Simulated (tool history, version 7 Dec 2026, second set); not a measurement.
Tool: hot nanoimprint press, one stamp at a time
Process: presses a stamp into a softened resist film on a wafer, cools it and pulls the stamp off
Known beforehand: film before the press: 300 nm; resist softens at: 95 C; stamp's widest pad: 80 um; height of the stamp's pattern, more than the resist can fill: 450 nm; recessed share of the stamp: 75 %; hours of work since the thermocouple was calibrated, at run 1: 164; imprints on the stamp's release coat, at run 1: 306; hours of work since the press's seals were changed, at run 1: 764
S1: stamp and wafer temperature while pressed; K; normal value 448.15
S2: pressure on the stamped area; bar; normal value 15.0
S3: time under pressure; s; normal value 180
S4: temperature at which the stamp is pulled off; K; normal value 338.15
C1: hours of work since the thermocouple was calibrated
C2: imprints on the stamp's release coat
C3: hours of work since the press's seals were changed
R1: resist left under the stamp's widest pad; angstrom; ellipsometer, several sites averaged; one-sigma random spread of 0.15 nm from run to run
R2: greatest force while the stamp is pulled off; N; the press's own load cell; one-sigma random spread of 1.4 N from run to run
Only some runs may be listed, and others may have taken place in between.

run,hour,S1,S2,S3,S4,C1,C2,C3,R1,R2
1,0.0,448.15,15.0,180,338.15,164,306,764,1471,177
2,24.9,448.15,15.0,180,338.15,180,390,780,1470,180
3,62.6,448.15,16.5,180,338.15,204,518,804,1409,176
4,88.4,448.15,16.5,180,329.15,220,605,821,1405,201
5,126.4,448.15,16.5,180,329.15,245,733,845,1406,202
6,157.8,448.15,15.0,180,327.15,265,838,865,1465,208
7,191.3,448.15,15.0,180,327.15,286,951,887,1466,211
8,210.6,448.15,15.0,180,327.15,298,1017,899,1465,208
9,236.3,453.15,17.3,143,335.15,315,1103,915,1289,196
10,265.6,453.15,17.3,143,335.15,334,1202,934,1286,193
11,302.3,454.15,15.0,180,338.15,357,1326,958,1233,192
12,335.1,454.15,15.0,180,338.15,378,1436,979,1232,193
# hour 362.8: plate thermocouple calibrated
13,368.3,454.15,15.0,180,338.15,3,1538,998,1258,196
14,402.3,447.15,15.0,180,332.15,25,1653,1020,1537,213

Here are 3 independent what-if runs from the current tool condition. What would each one return?
# hour 421.6: press's hydraulic seals changed and the load cell set to zero
A,435.0,447.15,15.0,214,332.15,41,1736,9,?,?
# hour 421.6: press's hydraulic seals changed and the load cell set to zero
B,435.0,457.15,15.3,220,332.15,41,1736,9,?,?
# hour 421.6: press's hydraulic seals changed and the load cell set to zero
C,435.0,447.15,15.0,180,328.15,41,1736,9,?,?

run,R1,R2
A,1415,215
B,1031,212
C,1500,223
Had the tool no hidden state, the same runs would have come out as:
run,R1,R2
A,1422,186
B,1036,184
C,1508,193
